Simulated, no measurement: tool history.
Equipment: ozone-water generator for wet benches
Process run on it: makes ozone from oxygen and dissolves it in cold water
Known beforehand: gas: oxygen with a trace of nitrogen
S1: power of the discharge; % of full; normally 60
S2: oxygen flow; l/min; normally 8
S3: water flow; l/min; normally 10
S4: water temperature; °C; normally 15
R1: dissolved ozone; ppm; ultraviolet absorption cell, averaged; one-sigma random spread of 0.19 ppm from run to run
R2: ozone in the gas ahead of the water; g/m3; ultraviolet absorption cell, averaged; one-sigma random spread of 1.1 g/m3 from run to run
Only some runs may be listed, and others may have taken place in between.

run,hour,S1,S2,S3,S4,R1,R2
1,0,60,8,10,15,26.2,189.7
2,30.5,60,8,10,15,26.4,192.8
3,59.4,60,8,10,19,24.3,191.8
4,96.4,60,8,10,19,24,191.7
5,127.9,60,8,10,19,24,192.8
6,175.7,60,8,7,15,32.4,190.8
7,216.1,60,9.41,7,15,30.6,178.1
8,260.9,60,9.41,7,15,30.1,176.1
9,307.4,60,5.06,7,11,39.1,245.2
10,340.8,49,13.59,7,11,26.3,128.1
11,380,64,8,7,15,33.3,199.8
12,411.3,64,8,7,15,33.3,199.8
13,453.8,60,7.44,7,15,32.8,201.9
14,483.9,70,9.76,7,17,31.4,192.5
15,507.8,77,11.92,8,17,29.7,184.2

Forecast each of these 4 alternatives for the next run:
A,542.2,77,11.92,8,12,?,?
B,542.2,77,11.92,8,14,?,?
C,542.2,77,11.37,10,23,?,?
D,542.2,60,8,10,13,?,?

run,R1,R2
A,34,184.7
B,32.1,184.9
C,23.3,190.1
D,27.4,193.8
With no hidden state in the tool, these same runs would have given:
run,R1,R2
A,34,184.7
B,32.2,184.9
C,23.3,190.2
D,27.5,193.9
